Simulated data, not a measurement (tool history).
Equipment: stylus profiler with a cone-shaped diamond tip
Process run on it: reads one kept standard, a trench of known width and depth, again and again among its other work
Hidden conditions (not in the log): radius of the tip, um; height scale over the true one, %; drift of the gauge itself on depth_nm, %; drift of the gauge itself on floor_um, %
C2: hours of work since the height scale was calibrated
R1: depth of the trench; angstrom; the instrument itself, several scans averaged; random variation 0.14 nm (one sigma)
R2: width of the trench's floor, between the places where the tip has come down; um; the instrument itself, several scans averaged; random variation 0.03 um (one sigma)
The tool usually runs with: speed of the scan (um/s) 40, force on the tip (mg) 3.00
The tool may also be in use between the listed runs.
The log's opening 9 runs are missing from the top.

{"run": 10, "hour": 152.3, "speed of the scan (um/s)": 40, "force on the tip (mg)": 3.0, "scans with this tip": 1058, "C2": 117, "R1": 5084.0, "R2": 97.03}
{"run": 11, "hour": 167.3, "speed of the scan (um/s)": 40, "force on the tip (mg)": 5.2, "scans with this tip": 1156, "C2": 128, "R1": 5123.2, "R2": 97.04}
{"run": 12, "hour": 180.2, "speed of the scan (um/s)": 40, "force on the tip (mg)": 5.2, "scans with this tip": 1240, "C2": 138, "R1": 5123.0, "R2": 96.98}
{"run": 13, "hour": 192.0, "speed of the scan (um/s)": 40, "force on the tip (mg)": 5.2, "scans with this tip": 1315, "C2": 146, "R1": 5122.2, "R2": 97.04}
{"run": 14, "hour": 211.7, "speed of the scan (um/s)": 16, "force on the tip (mg)": 3.0, "scans with this tip": 1444, "C2": 160, "R1": 5083.6, "R2": 97.08}
{"run": 15, "hour": 222.6, "speed of the scan (um/s)": 16, "force on the tip (mg)": 3.0, "scans with this tip": 1514, "C2": 168, "R1": 5085.9, "R2": 97.05}
{"run": 16, "hour": 235.9, "speed of the scan (um/s)": 16, "force on the tip (mg)": 3.0, "scans with this tip": 1600, "C2": 178, "R1": 5084.8, "R2": 97.02}
{"hour": 237.6, "done": "height scale calibrated on a step standard"}
{"run": 17, "hour": 257.3, "speed of the scan (um/s)": 40, "force on the tip (mg)": 3.0, "scans with this tip": 1736, "C2": 14, "R1": 5087.8, "R2": 96.96}
{"run": 18, "hour": 269.5, "speed of the scan (um/s)": 40, "force on the tip (mg)": 3.17, "scans with this tip": 1814, "C2": 23, "R1": 5088.2, "R2": 96.84}
{"run": 19, "hour": 285.6, "speed of the scan (um/s)": 34, "force on the tip (mg)": 1.78, "scans with this tip": 1919, "C2": 35, "R1": 5059.9, "R2": 96.87}
{"run": 20, "hour": 295.7, "speed of the scan (um/s)": 34, "force on the tip (mg)": 1.78, "scans with this tip": 1984, "C2": 42, "R1": 5063.1, "R2": 96.88}
{"run": 21, "hour": 309.3, "speed of the scan (um/s)": 34, "force on the tip (mg)": 1.78, "scans with this tip": 2072, "C2": 52, "R1": 5061.4, "R2": 96.84}
{"hour": 326.2, "done": "height scale calibrated on a step standard, once more"}
{"run": 22, "hour": 329.5, "speed of the scan (um/s)": 31, "force on the tip (mg)": 1.69, "scans with this tip": 2200, "C2": 2, "R1": 5056.7, "R2": 96.85}
{"run": 23, "hour": 350.7, "speed of the scan (um/s)": 73, "force on the tip (mg)": 7.79, "scans with this tip": 2337, "C2": 18, "R1": 5156.7, "R2": 96.84}
{"run": 24, "hour": 369.4, "speed of the scan (um/s)": 132, "force on the tip (mg)": 2.13, "scans with this tip": 2459, "C2": 31, "R1": 5067.5, "R2": 96.19}
{"run": 25, "hour": 385.1, "speed of the scan (um/s)": 71, "force on the tip (mg)": 7.72, "scans with this tip": 2561, "C2": 42, "R1": 5158.5, "R2": 96.82}

Run 26 comes next. What will it give?
{"run": 26, "hour": 403.5, "speed of the scan (um/s)": 50, "force on the tip (mg)": 4.41, "scans with this tip": 2680, "C2": 56, "R1": "?", "R2": "?"}

{"run 26": {"R1": 5106.3, "R2": 96.75}}
The same run, on a tool lacking any hidden state, would have yielded R1 5106.3 angstrom, R2 97.07 um.
